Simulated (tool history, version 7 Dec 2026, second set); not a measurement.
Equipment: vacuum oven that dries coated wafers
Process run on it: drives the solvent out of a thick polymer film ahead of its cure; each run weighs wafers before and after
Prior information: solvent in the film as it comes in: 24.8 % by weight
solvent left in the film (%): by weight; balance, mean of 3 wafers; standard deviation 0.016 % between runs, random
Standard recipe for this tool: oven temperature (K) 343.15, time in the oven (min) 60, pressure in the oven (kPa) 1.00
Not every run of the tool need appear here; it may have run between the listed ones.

Run 1, hour 0.0: usual settings. Result: solvent left in the film (%) 1.09.
Run 2, hour 59.9: usual settings. Result: solvent left in the film (%) 1.07.
Run 3, hour 97.6: usual settings. Result: solvent left in the film (%) 1.08.
Run 4, hour 137.5: usual settings. Result: solvent left in the film (%) 1.08.
Run 5, hour 179.8: usual settings but time in the oven (min) 40. Result: solvent left in the film (%) 2.33.
Run 6, hour 264.2: usual settings but time in the oven (min) 32. Result: solvent left in the film (%) 3.45.
Run 7, hour 312.7: usual settings but time in the oven (min) 32. Result: solvent left in the film (%) 3.41.
Run 8, hour 378.8: usual settings but time in the oven (min) 105. Result: solvent left in the film (%) 0.59.
Run 9, hour 417.8: usual settings but time in the oven (min) 105. Result: solvent left in the film (%) 0.59.
Run 10, hour 497.5: usual settings but time in the oven (min) 105. Result: solvent left in the film (%) 0.57.
At hour 525.5: oven's thermocouples calibrated.
Run 11, hour 544.0: usual settings but time in the oven (min) 38. Result: solvent left in the film (%) 2.84.
Run 12, hour 602.1: usual settings but time in the oven (min) 38. Result: solvent left in the film (%) 2.82.
Run 13, hour 654.5: usual settings but time in the oven (min) 38. Result: solvent left in the film (%) 2.89.
Run 14, hour 736.4: usual settings but time in the oven (min) 38. Result: solvent left in the film (%) 2.83.
Run 15, hour 786.4: usual settings but time in the oven (min) 38. Result: solvent left in the film (%) 2.81.
Run 16, hour 852.0: usual settings but pressure in the oven (kPa) 1.85. Result: solvent left in the film (%) 1.65.
Run 17, hour 929.4: usual settings but time in the oven (min) 31. Result: solvent left in the film (%) 3.93.
Run 18, hour 975.6: usual settings but time in the oven (min) 31. Result: solvent left in the film (%) 3.88.
Run 19, hour 1030.1: usual settings but pressure in the oven (kPa) 2.00. Result: solvent left in the film (%) 1.71.
Run 20, hour 1080.7: usual settings but pressure in the oven (kPa) 2.00. Result: solvent left in the film (%) 1.73.
Run 21, hour 1167.0: usual settings but pressure in the oven (kPa) 2.00. Result: solvent left in the film (%) 1.72.
Run 22, hour 1222.0: usual settings but oven temperature (K) 336.15. Result: solvent left in the film (%) 2.43.
Run 23, hour 1302.1: usual settings but oven temperature (K) 336.15. Result: solvent left in the film (%) 2.42.
Run 24, hour 1383.6: usual settings but time in the oven (min) 73. Result: solvent left in the film (%) 0.91.
Run 25, hour 1426.9: usual settings but oven temperature (K) 352.15, time in the oven (min) 75, pressure in the oven (kPa) 1.06. Result: solvent left in the film (%) 0.47.
Run 26, hour 1510.3: usual settings but oven temperature (K) 352.15, time in the oven (min) 75, pressure in the oven (kPa) 1.06. Result: solvent left in the film (%) 0.47.
Run 27, hour 1588.1: usual settings but oven temperature (K) 338.15, time in the oven (min) 49. Result: solvent left in the film (%) 2.82.
Run 28, hour 1655.2: usual settings but oven temperature (K) 338.15, time in the oven (min) 49. Result: solvent left in the film (%) 2.79.
Run 29, hour 1721.8: usual settings but oven temperature (K) 338.15, time in the oven (min) 49. Result: solvent left in the film (%) 2.76.
Run 30, hour 1788.7: usual settings but oven temperature (K) 342.15, time in the oven (min) 49. Result: solvent left in the film (%) 1.92.
Run 31, hour 1829.6: usual settings but oven temperature (K) 345.15, time in the oven (min) 74, pressure in the oven (kPa) 1.09. Result: solvent left in the film (%) 0.80.
At hour 1880.6: oven's thermocouples calibrated.
Run 32, hour 1891.5: usual settings but oven temperature (K) 334.15, time in the oven (min) 90. Result: solvent left in the film (%) 1.59.
Run 33, hour 1943.3: usual settings but time in the oven (min) 107, pressure in the oven (kPa) 2.81. Result: solvent left in the film (%) 1.60.
Run 34, hour 2014.3: usual settings but time in the oven (min) 107, pressure in the oven (kPa) 2.81. Result: solvent left in the film (%) 1.60.
Run 35, hour 2071.2: usual settings but time in the oven (min) 107, pressure in the oven (kPa) 2.81. Result: solvent left in the film (%) 1.61.
Run 36, hour 2118.1: usual settings but oven temperature (K) 339.15, time in the oven (min) 44. Result: solvent left in the film (%) 3.08.
Run 37, hour 2173.5: usual settings but oven temperature (K) 339.15, time in the oven (min) 44. Result: solvent left in the film (%) 3.07.
Run 38, hour 2258.3: usual settings but oven temperature (K) 339.15, time in the oven (min) 44. Result: solvent left in the film (%) 3.09.
Run 39, hour 2313.0: usual settings but time in the oven (min) 34. Result: solvent left in the film (%) 3.33.
Run 40, hour 2386.3: usual settings but pressure in the oven (kPa) 1.18. Result: solvent left in the film (%) 1.32.
Run 41, hour 2472.3: usual settings but oven temperature (K) 346.15, time in the oven (min) 39, pressure in the oven (kPa) 1.31. Result: solvent left in the film (%) 2.13.
Run 42, hour 2516.0: usual settings but oven temperature (K) 346.15, time in the oven (min) 39, pressure in the oven (kPa) 1.31. Result: solvent left in the film (%) 2.13.
Run 43, hour 2571.7: usual settings but time in the oven (min) 33, pressure in the oven (kPa) 1.70. Result: solvent left in the film (%) 3.76.
Run 44, hour 2612.5: usual settings but oven temperature (K) 344.15, time in the oven (min) 100. Result: solvent left in the film (%) 0.68.
Run 45, hour 2665.5: usual settings but oven temperature (K) 347.15, time in the oven (min) 42, pressure in the oven (kPa) 1.41. Result: solvent left in the film (%) 1.74.
Run 46, hour 2701.2: usual settings but oven temperature (K) 347.15, time in the oven (min) 42, pressure in the oven (kPa) 1.41. Result: solvent left in the film (%) 1.72.
Run 47, hour 2744.2: usual settings but oven temperature (K) 347.15, time in the oven (min) 42, pressure in the oven (kPa) 1.41. Result: solvent left in the film (%) 1.74.

Measured minus without-hidden-state, run by run (identical run-to-run variation in each term; gauge scatter may differ):
Hidden conditions of the tool in this case: true wafer temperature over the reading, C; true pressure over the reading, kPa; drift of the gauge itself on solvent_pct, %.
run  solvent left in the film (%)
  1                         -0.05
  2                         -0.05
  3                         -0.06
  4                         -0.06
  5                         -0.15
  6                         -0.22
  7                         -0.23
  8                         +0.03
  9                         +0.03
 10                         +0.03
 11                         +0.11
 12                         +0.11
 13                         +0.10
 14                         +0.09
 15                         +0.09
 16                         +0.09
 17                         +0.07
 18                         +0.07
 19                         +0.08
 20                         +0.08
 21                         +0.08
 22                         +0.09
 23                         +0.09
 24                         +0.09
 25                         +0.07
 26                         +0.07
 27                         +0.05
 28                         +0.04
 29                         +0.04
 30                         +0.04
 31                         +0.09
 32                         +0.16
 33                         +0.12
 34                         +0.12
 35                         +0.12
 36                         +0.07
 37                         +0.06
 38                         +0.06
 39                         +0.02
 40                         +0.09
 41                         +0.02
 42                         +0.02
 43                         -0.02
 44                         +0.14
 45                         +0.04
 46                         +0.03
 47                         +0.03

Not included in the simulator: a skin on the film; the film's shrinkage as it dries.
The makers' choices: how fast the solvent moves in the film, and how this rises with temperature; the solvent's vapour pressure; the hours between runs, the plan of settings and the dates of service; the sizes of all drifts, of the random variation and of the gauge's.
